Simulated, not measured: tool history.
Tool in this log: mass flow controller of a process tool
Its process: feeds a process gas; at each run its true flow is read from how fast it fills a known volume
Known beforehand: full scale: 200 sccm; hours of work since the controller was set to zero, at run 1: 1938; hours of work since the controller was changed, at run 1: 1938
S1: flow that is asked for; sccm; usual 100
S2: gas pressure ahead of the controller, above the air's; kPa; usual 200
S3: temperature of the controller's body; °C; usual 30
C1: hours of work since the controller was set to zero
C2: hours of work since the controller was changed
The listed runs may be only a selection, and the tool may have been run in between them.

run 1 hour=0 | S1=100 S2=200 S3=30 | C1=1938 C2=1938 | true_flow_(%)=97.8
run 2 hour=78.6 | S1=100 S2=200 S3=30 | C1=1992 C2=1992 | true_flow_(%)=97.79
run 3 hour=165.4 | S1=100 S2=200 S3=27 | C1=2051 C2=2051 | true_flow_(%)=98.05
run 4 hour=249.1 | S1=100 S2=200 S3=27 | C1=2108 C2=2108 | true_flow_(%)=98.1
run 5 hour=354.4 | S1=100 S2=200 S3=27 | C1=2181 C2=2181 | true_flow_(%)=98.07
run 6 hour=423.1 | S1=100 S2=211 S3=30 | C1=2228 C2=2228 | true_flow_(%)=97.55
run 7 hour=500.1 | S1=100 S2=211 S3=30 | C1=2280 C2=2280 | true_flow_(%)=97.67
run 8 hour=562.7 | S1=100 S2=200 S3=30 | C1=2323 C2=2323 | true_flow_(%)=97.75
run 9 hour=655.5 | S1=100 S2=200 S3=30 | C1=2387 C2=2387 | true_flow_(%)=97.59
run 10 hour=767 | S1=100 S2=200 S3=30 | C1=2463 C2=2463 | true_flow_(%)=97.54
run 11 hour=841.1 | S1=100 S2=200 S3=30 | C1=2514 C2=2514 | true_flow_(%)=97.52
run 12 hour=926.4 | S1=100 S2=200 S3=30 | C1=2572 C2=2572 | true_flow_(%)=97.6
run 13 hour=1001.8 | S1=121 S2=200 S3=30 | C1=2624 C2=2624 | true_flow_(%)=97.77
run 14 hour=1089.3 | S1=121 S2=200 S3=30 | C1=2684 C2=2684 | true_flow_(%)=97.72
run 15 hour=1203 | S1=100 S2=200 S3=30 | C1=2762 C2=2762 | true_flow_(%)=97.4
run 16 hour=1260.9 | S1=100 S2=200 S3=30 | C1=2801 C2=2801 | true_flow_(%)=97.53
run 17 hour=1322.4 | S1=100 S2=200 S3=30 | C1=2843 C2=2843 | true_flow_(%)=97.4
run 18 hour=1393.1 | S1=100 S2=200 S3=30 | C1=2892 C2=2892 | true_flow_(%)=97.5
run 19 hour=1476.1 | S1=100 S2=200 S3=30 | C1=2949 C2=2949 | true_flow_(%)=97.5
run 20 hour=1540.6 | S1=100 S2=200 S3=26 | C1=2993 C2=2993 | true_flow_(%)=97.8
run 21 hour=1656.4 | S1=100 S2=200 S3=30 | C1=3072 C2=3072 | true_flow_(%)=97.4
run 22 hour=1750.8 | S1=100 S2=200 S3=30 | C1=3137 C2=3137 | true_flow_(%)=97.3
run 23 hour=1814.2 | S1=100 S2=234 S3=30 | C1=3180 C2=3180 | true_flow_(%)=97.2
run 24 hour=1907.5 | S1=100 S2=234 S3=30 | C1=3244 C2=3244 | true_flow_(%)=97.23
run 25 hour=1991.1 | S1=100 S2=234 S3=30 | C1=3301 C2=3301 | true_flow_(%)=97.04
run 26 hour=2050.8 | S1=73 S2=200 S3=24 | C1=3342 C2=3342 | true_flow_(%)=97.42
run 27 hour=2124.3 | S1=161 S2=200 S3=30 | C1=3392 C2=3392 | true_flow_(%)=98.09
run 28 hour=2235 | S1=193 S2=190 S3=30 | C1=3468 C2=3468 | true_flow_(%)=98.4
run 29 hour=2322.3 | S1=193 S2=190 S3=30 | C1=3528 C2=3528 | true_flow_(%)=98.27
run 30 hour=2380.6 | S1=193 S2=190 S3=30 | C1=3568 C2=3568 | true_flow_(%)=98.39
run 31 hour=2450 | S1=27 S2=235 S3=30 | C1=3615 C2=3615 | true_flow_(%)=94.54
run 32 hour=2556.8 | S1=22 S2=200 S3=23 | C1=3689 C2=3689 | true_flow_(%)=94.95
run 33 hour=2656.2 | S1=22 S2=200 S3=23 | C1=3757 C2=3757 | true_flow_(%)=94.93
run 34 hour=2711.4 | S1=48 S2=200 S3=28 | C1=3794 C2=3794 | true_flow_(%)=96.14
run 35 hour=2784.8 | S1=57 S2=215 S3=30 | C1=3845 C2=3845 | true_flow_(%)=96.2
run 36 hour=2880.1 | S1=57 S2=152 S3=28 | C1=3910 C2=3910 | true_flow_(%)=96.58
run 37 hour=2965.5 | S1=133 S2=198 S3=37 | C1=3968 C2=3968 | true_flow_(%)=96.84
run 38 hour=3080.8 | S1=133 S2=198 S3=37 | C1=4047 C2=4047 | true_flow_(%)=96.77
run 39 hour=3162.3 | S1=100 S2=247 S3=32 | C1=4103 C2=4103 | true_flow_(%)=96.36
run 40 hour=3232.4 | S1=26 S2=147 S3=32 | C1=4151 C2=4151 | true_flow_(%)=94.28
run 41 hour=3298.7 | S1=45 S2=147 S3=32 | C1=4196 C2=4196 | true_flow_(%)=95.56
run 42 hour=3405.9 | S1=155 S2=176 S3=30 | C1=4270 C2=4270 | true_flow_(%)=97.84
run 43 hour=3522 | S1=21 S2=175 S3=30 | C1=4349 C2=4349 | true_flow_(%)=93.65
run 44 hour=3588.4 | S1=21 S2=175 S3=30 | C1=4395 C2=4395 | true_flow_(%)=93.48
run 45 hour=3646.5 | S1=41 S2=272 S3=27 | C1=4435 C2=4435 | true_flow_(%)=95.1
run 46 hour=3745.9 | S1=41 S2=272 S3=27 | C1=4503 C2=4503 | true_flow_(%)=95.08
-- hour=3815.9 controller's zero set anew
run 47 hour=3858.3 | S1=41 S2=154 S3=23 | C1=29 C2=4579 | true_flow_(%)=97.87
run 48 hour=3951.8 | S1=41 S2=154 S3=23 | C1=93 C2=4643 | true_flow_(%)=97.94

Hidden condition of the tool, last listed run before each entry between runs versus first listed run after:
From run 46 to run 47: controller's zero set anew (hour 3815.9)
  flow at rest that the sensor doesn't see, % of full scale: -0.376 -> -0.017; true flow over the shown one, %: -1.05 -> -1.07
  measured result minus the result with no hidden state, true flow (%): -2.89 -> -1.16
